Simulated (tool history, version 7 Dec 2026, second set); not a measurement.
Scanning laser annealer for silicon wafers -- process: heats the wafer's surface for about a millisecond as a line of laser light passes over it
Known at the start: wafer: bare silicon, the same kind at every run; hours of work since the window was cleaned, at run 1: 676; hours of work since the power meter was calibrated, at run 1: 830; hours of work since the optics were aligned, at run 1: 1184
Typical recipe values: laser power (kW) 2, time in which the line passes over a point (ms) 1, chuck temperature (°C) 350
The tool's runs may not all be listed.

| run | hour | laser power (kW) | time in which the line passes over a point (ms) | chuck temperature (°C) | hours of work since the window was cleaned | hours of work since the power meter was calibrated | hours of work since the optics were aligned | highest temperature of the surface (°C) |
|---|---|---|---|---|---|---|---|---|
| 1 | 0 | 2 | 1 | 350 | 676 | 830 | 1184 | 1128 |
| 2 | 62.5 | 2 | 1 | 350 | 704 | 859 | 1212 | 1127 |
| 3 | 130 | 2 | 1 | 350 | 735 | 889 | 1243 | 1124 |
| 4 | 199.7 | 2 | 1 | 350 | 766 | 921 | 1275 | 1122 |
| 5 | 254.2 | 2 | 1 | 350 | 791 | 946 | 1299 | 1118 |
| 6 | 334.5 | 2 | 1 | 339 | 827 | 982 | 1336 | 1107 |
| 7 | 381.7 | 1.942 | 1 | 350 | 849 | 1003 | 1357 | 1090 |
|  | 442.9 | window over the wafer cleaned |
| 8 | 455.6 | 2.163 | 1 | 350 | 6 | 1036 | 1390 | 1251 |
| 9 | 528.4 | 2.163 | 1 | 350 | 39 | 1069 | 1423 | 1250 |
| 10 | 610.7 | 2 | 1 | 350 | 76 | 1107 | 1460 | 1167 |
| 11 | 670.7 | 2 | 1 | 350 | 103 | 1134 | 1487 | 1162 |
| 12 | 728.3 | 2 | 1 | 350 | 130 | 1160 | 1514 | 1159 |
| 13 | 783.9 | 2 | 1 | 350 | 155 | 1185 | 1539 | 1155 |
| 14 | 833.7 | 2 | 1 | 332 | 177 | 1208 | 1561 | 1142 |
| 15 | 919.4 | 2 | 1 | 350 | 216 | 1247 | 1600 | 1154 |
| 16 | 979.2 | 2 | 0.96 | 350 | 243 | 1274 | 1627 | 1135 |
| 17 | 1049.8 | 2 | 0.96 | 350 | 275 | 1306 | 1659 | 1134 |
| 18 | 1110.6 | 2 | 0.96 | 350 | 303 | 1333 | 1687 | 1133 |
| 19 | 1187.9 | 2 | 0.96 | 350 | 338 | 1368 | 1722 | 1125 |
| 20 | 1225.4 | 1.713 | 1 | 350 | 355 | 1385 | 1739 | 1006 |
| 21 | 1300.8 | 1.713 | 1 | 349 | 389 | 1420 | 1773 | 1003 |
| 22 | 1354.7 | 2.132 | 1.13 | 368 | 414 | 1444 | 1798 | 1272 |
| 23 | 1436 | 2.132 | 0.89 | 368 | 451 | 1481 | 1835 | 1171 |
|  | 1512.2 | optics aligned, line set to its width |
| 24 | 1514.8 | 2.039 | 1 | 389 | 484 | 1515 | 1 | 1218 |
| 25 | 1596.2 | 1.992 | 1 | 320 | 521 | 1551 | 38 | 1123 |
| 26 | 1633.8 | 2.07 | 1 | 365 | 538 | 1569 | 55 | 1203 |
| 27 | 1707.6 | 1.978 | 1 | 365 | 572 | 1602 | 89 | 1158 |
| 28 | 1748.6 | 2.184 | 0.72 | 350 | 590 | 1621 | 107 | 1111 |
| 29 | 1791.8 | 2.184 | 0.82 | 372 | 610 | 1640 | 127 | 1179 |
| 30 | 1844.4 | 1.816 | 0.75 | 350 | 634 | 1664 | 151 | 964 |
| 31 | 1897 | 1.7 | 0.75 | 320 | 658 | 1688 | 175 | 883 |
| 32 | 1952.4 | 2.023 | 0.71 | 327 | 683 | 1713 | 200 | 1006 |
| 33 | 2003.2 | 2 | 1 | 316 | 706 | 1736 | 223 | 1110 |
| 34 | 2062.5 | 2 | 1 | 316 | 733 | 1763 | 250 | 1107 |
| 35 | 2114.4 | 2 | 1 | 316 | 756 | 1787 | 273 | 1106 |
| 36 | 2155.1 | 2 | 1 | 316 | 775 | 1805 | 292 | 1103 |
| 37 | 2204.5 | 2 | 1 | 316 | 797 | 1828 | 314 | 1103 |
| 38 | 2289.2 | 1.877 | 0.73 | 350 | 836 | 1866 | 353 | 969 |
| 39 | 2331.7 | 1.877 | 0.73 | 350 | 855 | 1885 | 372 | 969 |
|  | 2382 | window over the wafer cleaned |
| 40 | 2410.6 | 2 | 0.77 | 350 | 13 | 1920 | 407 | 1083 |

How the hidden state differs across the entries between the runs, from the last listed run before each to the first after it:
Between runs 7 and 8: window over the wafer cleaned (hour 442.9)
  light that passes the window, % of a clean one's: 94.36 -> 99.75; laser's true power over the reading, %: -0.09 -> -0.08; width of the line over the set one, %: 3.45 -> 3.53
  what was measured, less what the result would be without the hidden state, highest temperature of the surface (°C): -76 -> -28
Between runs 23 and 24: optics aligned, line set to its width (hour 1512.2)
  light that passes the window, % of a clean one's: 96.97 -> 96.77; width of the line over the set one, %: 4.64 -> 0.09
  what was measured, less what the result would be without the hidden state, highest temperature of the surface (°C): -60 -> -34
Between runs 39 and 40: window over the wafer cleaned (hour 2382)
  light that passes the window, % of a clean one's: 94.52 -> 99.62; laser's true power over the reading, %: 0.05 -> 0.06; width of the line over the set one, %: 1.02 -> 1.11
  what was measured, less what the result would be without the hidden state, highest temperature of the surface (°C): -49 -> -9
